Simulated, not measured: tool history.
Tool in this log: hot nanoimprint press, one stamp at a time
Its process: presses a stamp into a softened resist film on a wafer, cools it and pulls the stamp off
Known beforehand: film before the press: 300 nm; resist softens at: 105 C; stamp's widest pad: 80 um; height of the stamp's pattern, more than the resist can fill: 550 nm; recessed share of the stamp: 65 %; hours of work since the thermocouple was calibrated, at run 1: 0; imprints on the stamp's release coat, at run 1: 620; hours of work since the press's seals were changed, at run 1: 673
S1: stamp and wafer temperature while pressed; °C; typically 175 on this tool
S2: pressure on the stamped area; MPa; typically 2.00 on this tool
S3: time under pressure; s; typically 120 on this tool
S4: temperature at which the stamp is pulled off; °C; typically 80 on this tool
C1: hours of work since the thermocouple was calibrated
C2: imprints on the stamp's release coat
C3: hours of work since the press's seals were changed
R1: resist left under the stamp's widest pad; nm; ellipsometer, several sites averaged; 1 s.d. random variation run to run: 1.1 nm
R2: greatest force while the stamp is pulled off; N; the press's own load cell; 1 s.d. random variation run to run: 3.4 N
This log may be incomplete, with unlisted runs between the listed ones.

run    hour   S1    S2   S3  S4   C1    C2    C3     R1   R2
  1     0.0  175  2.00  120  80    0   620   673  171.6  168
  2    78.3  175  2.00  156  80   36   864   710  156.5  160
  3   135.8  175  2.00  120  80   63  1044   736  169.9  165
  4   179.8  175  2.00  120  80   83  1181   756  170.2  162
  5   221.6  175  2.00  120  80  102  1311   776  171.6  164
  6   282.6  175  2.00  120  80  130  1501   804  169.6  161
      347.7  -- stamp cleaned and given a new release coat
  7   383.5  175  2.00  120  80  174   111   848  168.7  159
  8   465.4  175  2.00  120  80  212   366   885  170.1  156
  9   531.6  175  2.00  120  80  243   573   916  170.4  164
 10   620.5  175  2.00  120  80  284   850   957  170.3  162
 11   708.0  175  2.00  120  79  324  1123   997  171.4  174
      761.2  -- plate thermocouple calibrated
 12   807.7  175  2.00  120  77   21  1424  1042  171.2  170
 13   848.4  175  2.00  120  77   40  1551  1061  169.3  176
      898.9  -- stamp cleaned and given a new release coat
 14   898.9  175  2.00  120  77   61     0  1081  169.1  167
 15   973.5  175  2.00  120  77   95   233  1116  171.2  172
     1015.8  -- press's hydraulic seals changed and the load cell set to zero
 16  1044.9  175  2.00  120  77  124   430    13  168.6  173
 17  1107.4  167  2.00  138  82  153   625    42  214.4  155
 18  1157.3  167  2.00  138  82  176   781    65  215.8  153
 19  1213.1  166  1.42  167  86  202   955    91  234.6  136
 20  1254.4  166  1.42  167  86  221  1083   110  235.9  135
 21  1305.0  175  2.52  120  71  244  1241   133  153.6  204
 22  1349.2  175  2.52  120  71  265  1379   154  152.7  196
 23  1399.7  166  2.73  120  80  288  1537   177  205.6  162
     1457.6  -- stamp cleaned and given a new release coat
 24  1462.6  166  2.73  120  80  314    16   203  203.2  163
     1529.9  -- plate thermocouple calibrated
 25  1538.1  166  2.73  120  80    4   242   237  202.1  163
 26  1598.6  166  1.65  120  80   32   431   265  240.4  163
 27  1646.6  178  2.70  120  80   54   580   287  131.9  156
 28  1719.4  175  2.00   63  76   87   807   321  202.8  180
 29  1809.5  175  2.00   63  76  129  1088   362  202.1  177

Branching from run 29: 4 alternative next runs. What would each branch give?
  A  1906.5  164  1.29  63  77  174  1391  407   ?   ?
  B  1906.5  180  2.00  63  79  174  1391  407   ?   ?
  C  1906.5  180  2.00  62  76  174  1391  407   ?   ?
  D  1906.5  175  2.00  62  80  174  1391  407   ?   ?

run     R1   R2
  A  280.1  174
  B  176.1  168
  C  174.6  170
  D  207.5  172
What these runs would have given with no unlogged condition in the tool:
run     R1   R2
  A  280.1  172
  B  175.9  167
  C  174.4  168
  D  207.3  170
